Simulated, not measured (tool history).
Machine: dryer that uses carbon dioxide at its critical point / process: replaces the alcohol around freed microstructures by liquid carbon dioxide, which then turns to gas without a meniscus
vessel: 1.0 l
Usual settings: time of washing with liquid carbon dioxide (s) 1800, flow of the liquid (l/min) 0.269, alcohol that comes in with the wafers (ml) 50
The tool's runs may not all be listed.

run    day  time of washing with liquid carbon dioxide (s)  flow of the liquid (l/min)  alcohol that comes in with the wafers (ml)  alcohol left in the vessel before it's heated (ppm by volume)
  1  0.000                                            1800                       0.269                                          50                                                            406
  2  0.242                                            1800                       0.269                                          50                                                            423
  3  0.529                                            1800                       0.183                                          50                                                           2049
  4  1.046                                            1800                       0.269                                          21                                                            190
  5  1.429                                            1800                       0.269                                          21                                                            183
  6  1.700                                            1680                       0.207                                          21                                                            691
  7  2.058                                            1680                       0.207                                          21                                                            717
  8  2.458                                            2460                       0.204                                          42                                                            344
  9  2.800                                            1620                       0.277                                          28                                                            357
 10  3.358                                            1560                       0.259                                          50                                                            990

Here are 5 independent what-if runs from the current tool condition. What would each one return?
     3.492  -- inlet filter changed
  A  3.767                                            1680                       0.337                                         105                                                              ?
     3.492  -- inlet filter changed
  B  3.767                                            1560                       0.172                                         100                                                              ?
     3.492  -- inlet filter changed
  C  3.767                                            1800                       0.269                                          37                                                              ?
     3.492  -- inlet filter changed
  D  3.767                                            1560                       0.259                                          63                                                              ?
     3.492  -- inlet filter changed
  E  3.767                                            2640                       0.259                                          44                                                              ?

run  alcohol left in the vessel before it's heated (ppm by volume)
  A                                                            146
  B                                                           4610
  C                                                            146
  D                                                            574
  E                                                             37
Had the tool no hidden state, the same runs would have come out as:
run  alcohol left in the vessel before it's heated (ppm by volume)
  A                                                            118
  B                                                           4464
  C                                                            119
  D                                                            531
  E                                                             16
